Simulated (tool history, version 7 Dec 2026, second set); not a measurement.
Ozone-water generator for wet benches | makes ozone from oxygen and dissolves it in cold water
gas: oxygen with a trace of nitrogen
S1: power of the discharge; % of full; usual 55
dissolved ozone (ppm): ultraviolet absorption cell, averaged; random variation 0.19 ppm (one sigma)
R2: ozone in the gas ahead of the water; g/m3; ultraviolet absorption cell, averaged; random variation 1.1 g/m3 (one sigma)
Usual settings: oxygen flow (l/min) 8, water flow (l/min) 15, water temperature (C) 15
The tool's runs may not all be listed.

Run 1, day 0: usual settings. Result: dissolved ozone (ppm) 25.6, R2 200.3 g/m3.
Run 2, day 1.162: usual settings. Result: dissolved ozone (ppm) 25.7, R2 198.8 g/m3.
Run 3, day 2.9: usual settings. Result: dissolved ozone (ppm) 25.4, R2 200.8 g/m3.
Run 4, day 4.229: usual settings but water flow (l/min) 12. Result: dissolved ozone (ppm) 30.3, R2 200.4 g/m3.
Run 5, day 6.192: usual settings but water flow (l/min) 12. Result: dissolved ozone (ppm) 29.6, R2 200 g/m3.
Run 6, day 7.746: usual settings. Result: dissolved ozone (ppm) 25.3, R2 201.1 g/m3.
Run 7, day 9.862: usual settings but S1 91 % of full. Result: dissolved ozone (ppm) 35.4, R2 280.1 g/m3.
Run 8, day 11.442: usual settings but S1 91 % of full. Result: dissolved ozone (ppm) 35.3, R2 275.9 g/m3.
Run 9, day 13.671: usual settings but water flow (l/min) 10. Result: dissolved ozone (ppm) 33.5, R2 199.4 g/m3.
Run 10, day 14.742: usual settings but water flow (l/min) 10. Result: dissolved ozone (ppm) 32.9, R2 199.2 g/m3.
Run 11, day 16.562: usual settings but water flow (l/min) 10. Result: dissolved ozone (ppm) 33.2, R2 197.3 g/m3.
Run 12, day 18.192: usual settings but oxygen flow (l/min) 8.72. Result: dissolved ozone (ppm) 25.3, R2 194.2 g/m3.
Run 13, day 19.262: usual settings but water temperature (C) 14. Result: dissolved ozone (ppm) 25.8, R2 197.6 g/m3.
Run 14, day 20.933: usual settings but water temperature (C) 14. Result: dissolved ozone (ppm) 25.7, R2 196.4 g/m3.
Run 15, day 22.946: usual settings but oxygen flow (l/min) 4.39, water temperature (C) 14. Result: dissolved ozone (ppm) 23.3, R2 240.9 g/m3.
Run 16, day 24.2: usual settings but oxygen flow (l/min) 4.39, water temperature (C) 16. Result: dissolved ozone (ppm) 22.8, R2 237.3 g/m3.
Run 17, day 25.267: usual settings. Result: dissolved ozone (ppm) 25.1, R2 199 g/m3.
Run 18, day 27.254: usual settings but water flow (l/min) 20, water temperature (C) 21. Result: dissolved ozone (ppm) 18.1, R2 197.5 g/m3.
Run 19, day 28.375: usual settings. Result: dissolved ozone (ppm) 25.3, R2 198 g/m3.
Run 20, day 29.642: usual settings but oxygen flow (l/min) 9.21, water flow (l/min) 10, water temperature (C) 9. Result: dissolved ozone (ppm) 37.1, R2 189.1 g/m3.
Run 21, day 31.508: usual settings but oxygen flow (l/min) 9.21, water flow (l/min) 10, water temperature (C) 9. Result: dissolved ozone (ppm) 36.8, R2 188.4 g/m3.
Run 22, day 32.496: usual settings but S1 46 % of full, oxygen flow (l/min) 9.21, water flow (l/min) 10, water temperature (C) 12. Result: dissolved ozone (ppm) 30.7, R2 167.5 g/m3.
Run 23, day 33.625: usual settings but S1 99 % of full, oxygen flow (l/min) 11.9, water temperature (C) 8. Result: dissolved ozone (ppm) 42.4, R2 254.3 g/m3.
Run 24, day 35.208: usual settings but oxygen flow (l/min) 4.41. Result: dissolved ozone (ppm) 22.7, R2 238.6 g/m3.
Run 25, day 37.317: usual settings but oxygen flow (l/min) 4.41. Result: dissolved ozone (ppm) 23, R2 237.6 g/m3.
Run 26, day 39.558: usual settings but oxygen flow (l/min) 4.84, water temperature (C) 9. Result: dissolved ozone (ppm) 25.8, R2 234.7 g/m3.
Run 27, day 41.254: usual settings but S1 65 % of full, oxygen flow (l/min) 5.03, water flow (l/min) 17, water temperature (C) 17. Result: dissolved ozone (ppm) 23.3, R2 256.7 g/m3.
Run 28, day 42.633: usual settings but S1 65 % of full, oxygen flow (l/min) 5.03, water flow (l/min) 17, water temperature (C) 17. Result: dissolved ozone (ppm) 23.3, R2 255.8 g/m3.
Run 29, day 43.55: usual settings but S1 65 % of full, oxygen flow (l/min) 10.36, water flow (l/min) 24, water temperature (C) 11. Result: dissolved ozone (ppm) 21.7, R2 200.8 g/m3.
Run 30, day 44.812: usual settings but S1 60 % of full, water temperature (C) 11. Result: dissolved ozone (ppm) 29.1, R2 208.9 g/m3.
Run 31, day 45.754: usual settings but S1 51 % of full, oxygen flow (l/min) 5.03, water flow (l/min) 21. Result: dissolved ozone (ppm) 16.8, R2 217.5 g/m3.
Run 32, day 47.575: usual settings but oxygen flow (l/min) 5.11, water temperature (C) 9. Result: dissolved ozone (ppm) 26.1, R2 228 g/m3.
Run 33, day 48.883: usual settings but oxygen flow (l/min) 5.11, water temperature (C) 9. Result: dissolved ozone (ppm) 26, R2 229.3 g/m3.
Run 34, day 50.108: usual settings but S1 91 % of full, water temperature (C) 13. Result: dissolved ozone (ppm) 36.5, R2 269.4 g/m3.

Taken out of this log: 2 entries between the listed runs. Where each belongs, and how the hidden state differs across it:
Between runs 19 and 20: contactor cleaned (day 28.746)
  yield of the discharge, % of new electrodes': 96.5 -> 96.4; contactor's efficiency, % of a clean one's: 96.7 -> 95.1
  measured less the result without the state, dissolved ozone (ppm): -1.4 -> -2.3; R2: -6.1 -> -5.9 g/m3
Between runs 25 and 26: contactor cleaned, once more (day 39.2)
  contactor's efficiency, % of a clean one's: 94.9 -> 98.8
  measured less the result without the state, dissolved ozone (ppm): -1.5 -> -1.1; R2: -8 -> -8 g/m3
